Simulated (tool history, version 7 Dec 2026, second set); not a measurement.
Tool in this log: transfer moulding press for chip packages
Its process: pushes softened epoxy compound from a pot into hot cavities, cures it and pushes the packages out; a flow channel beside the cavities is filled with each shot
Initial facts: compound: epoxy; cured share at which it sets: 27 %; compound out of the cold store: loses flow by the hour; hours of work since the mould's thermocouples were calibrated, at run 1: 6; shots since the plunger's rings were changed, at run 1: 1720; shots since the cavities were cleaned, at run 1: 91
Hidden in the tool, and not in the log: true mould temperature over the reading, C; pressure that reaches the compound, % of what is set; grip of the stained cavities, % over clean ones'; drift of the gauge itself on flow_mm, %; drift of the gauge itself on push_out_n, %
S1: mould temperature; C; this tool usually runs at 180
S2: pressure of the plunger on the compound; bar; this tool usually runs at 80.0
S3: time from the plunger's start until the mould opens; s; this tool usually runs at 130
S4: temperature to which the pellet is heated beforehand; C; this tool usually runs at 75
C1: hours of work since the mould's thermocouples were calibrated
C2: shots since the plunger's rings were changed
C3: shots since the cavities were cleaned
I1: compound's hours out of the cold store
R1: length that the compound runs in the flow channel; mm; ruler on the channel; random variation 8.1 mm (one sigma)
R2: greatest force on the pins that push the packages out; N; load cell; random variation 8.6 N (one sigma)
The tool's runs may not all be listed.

| run | hour | S1 | S2 | S3 | S4 | C1 | C2 | C3 | I1 | R1 | R2 |
|---|---|---|---|---|---|---|---|---|---|---|---|
| 1 | 0.0 | 180 | 80.0 | 130 | 75 | 6 | 1720 | 91 | 43.3 | 847 | 418 |
| 2 | 38.5 | 180 | 80.0 | 130 | 81 | 27 | 2049 | 420 | 15.9 | 979 | 525 |
|  | 76.9 | cavities cleaned with cleaning compound and waxed |
| 3 | 125.0 | 180 | 80.0 | 130 | 81 | 73 | 2777 | 412 | 33.7 | 860 | 490 |
|  | 165.4 | cavities cleaned with cleaning compound and waxed |
| 4 | 165.4 | 180 | 80.0 | 130 | 81 | 95 | 3109 | 0 | 19.7 | 934 | 393 |
| 5 | 249.6 | 180 | 80.0 | 130 | 81 | 141 | 3829 | 720 | 37.2 | 852 | 524 |
|  | 258.4 | cavities cleaned with cleaning compound and waxed |
|  | 272.7 | plunger's sealing rings changed |
| 6 | 329.4 | 180 | 80.0 | 111 | 81 | 182 | 485 | 586 | 36.7 | 893 | 675 |
|  | 348.6 | cavities cleaned with cleaning compound and waxed |
| 7 | 384.8 | 180 | 80.0 | 130 | 75 | 211 | 947 | 311 | 29.7 | 910 | 475 |
|  | 437.6 | cavities cleaned with cleaning compound and waxed |
| 8 | 444.9 | 179 | 80.0 | 130 | 75 | 244 | 1448 | 63 | 37.4 | 890 | 420 |
| 9 | 502.3 | 179 | 80.0 | 130 | 75 | 275 | 1939 | 554 | 45.2 | 829 | 517 |
|  | 530.3 | cavities cleaned with cleaning compound and waxed |
| 10 | 587.8 | 179 | 80.0 | 130 | 75 | 321 | 2658 | 492 | 44.3 | 836 | 520 |
|  | 623.1 | cavities cleaned with cleaning compound and waxed |
|  | 629.7 | mould's thermocouples calibrated |
| 11 | 667.6 | 179 | 80.0 | 130 | 75 | 21 | 3311 | 364 | 24.7 | 915 | 520 |
|  | 714.9 | cavities cleaned with cleaning compound and waxed |
| 12 | 721.2 | 184 | 80.0 | 130 | 75 | 49 | 3756 | 53 | 11.9 | 966 | 349 |
|  | 749.6 | plunger's sealing rings changed |
| 13 | 772.4 | 184 | 80.0 | 130 | 75 | 76 | 195 | 470 | 14.0 | 1000 | 428 |
|  | 804.5 | cavities cleaned with cleaning compound and waxed |
| 14 | 832.0 | 178 | 76.2 | 134 | 75 | 108 | 692 | 235 | 37.7 | 857 | 459 |
| 15 | 876.8 | 178 | 76.2 | 134 | 75 | 132 | 1076 | 619 | 44.5 | 820 | 546 |
|  | 891.0 | cavities cleaned with cleaning compound and waxed |
| 16 | 965.6 | 178 | 76.2 | 134 | 75 | 180 | 1823 | 639 | 40.9 | 829 | 551 |
|  | 981.1 | cavities cleaned with cleaning compound and waxed |
| 17 | 1005.3 | 180 | 94.1 | 130 | 81 | 201 | 2150 | 208 | 25.9 | 992 | 438 |
|  | 1070.8 | cavities cleaned with cleaning compound and waxed |
| 18 | 1084.6 | 180 | 94.1 | 130 | 81 | 243 | 2815 | 118 | 45.2 | 887 | 394 |
| 19 | 1140.0 | 186 | 71.4 | 150 | 81 | 273 | 3289 | 592 | 24.0 | 837 | 428 |
|  | 1157.3 | cavities cleaned with cleaning compound and waxed |
| 20 | 1191.5 | 180 | 80.0 | 162 | 75 | 301 | 3717 | 293 | 23.8 | 899 | 373 |
|  | 1227.9 | plunger's sealing rings changed |
|  | 1248.7 | cavities cleaned with cleaning compound and waxed |
| 21 | 1257.9 | 182 | 84.0 | 147 | 78 | 335 | 244 | 79 | 35.8 | 910 | 339 |
|  | 1268.6 | mould's thermocouples calibrated |
| 22 | 1330.6 | 182 | 84.0 | 147 | 78 | 34 | 849 | 684 | 15.3 | 1009 | 461 |
|  | 1338.1 | cavities cleaned with cleaning compound and waxed |
| 23 | 1397.4 | 180 | 80.0 | 130 | 77 | 70 | 1408 | 508 | 47.6 | 816 | 483 |
|  | 1429.0 | cavities cleaned with cleaning compound and waxed |
| 24 | 1437.0 | 175 | 63.2 | 143 | 77 | 90 | 1733 | 68 | 15.5 | 898 | 495 |
| 25 | 1512.5 | 180 | 80.0 | 157 | 83 | 132 | 2379 | 714 | 31.1 | 872 | 457 |
|  | 1518.8 | cavities cleaned with cleaning compound and waxed |
| 26 | 1575.6 | 180 | 80.0 | 157 | 83 | 165 | 2907 | 487 | 34.0 | 882 | 416 |

Consider 3 possible next runs. They are alternatives, not a sequence: every one starts from the tool as it was left by run 26. What does each give?
|  | 1606.6 | cavities cleaned with cleaning compound and waxed |
| A | 1662.9 | 180 | 80.0 | 146 | 75 | 212 | 3641 | 482 | 31.3 | ? | ? |
|  | 1606.6 | cavities cleaned with cleaning compound and waxed |
| B | 1662.9 | 180 | 69.6 | 157 | 83 | 212 | 3641 | 482 | 32.5 | ? | ? |
|  | 1606.6 | cavities cleaned with cleaning compound and waxed |
| C | 1662.9 | 180 | 80.0 | 149 | 75 | 212 | 3641 | 482 | 39.2 | ? | ? |

| run | R1 | R2 |
|---|---|---|
| A | 861 | 457 |
| B | 797 | 419 |
| C | 815 | 452 |
What these runs would have given with no unlogged condition in the tool:
| run | R1 | R2 |
|---|---|---|
| A | 928 | 342 |
| B | 859 | 308 |
| C | 878 | 336 |
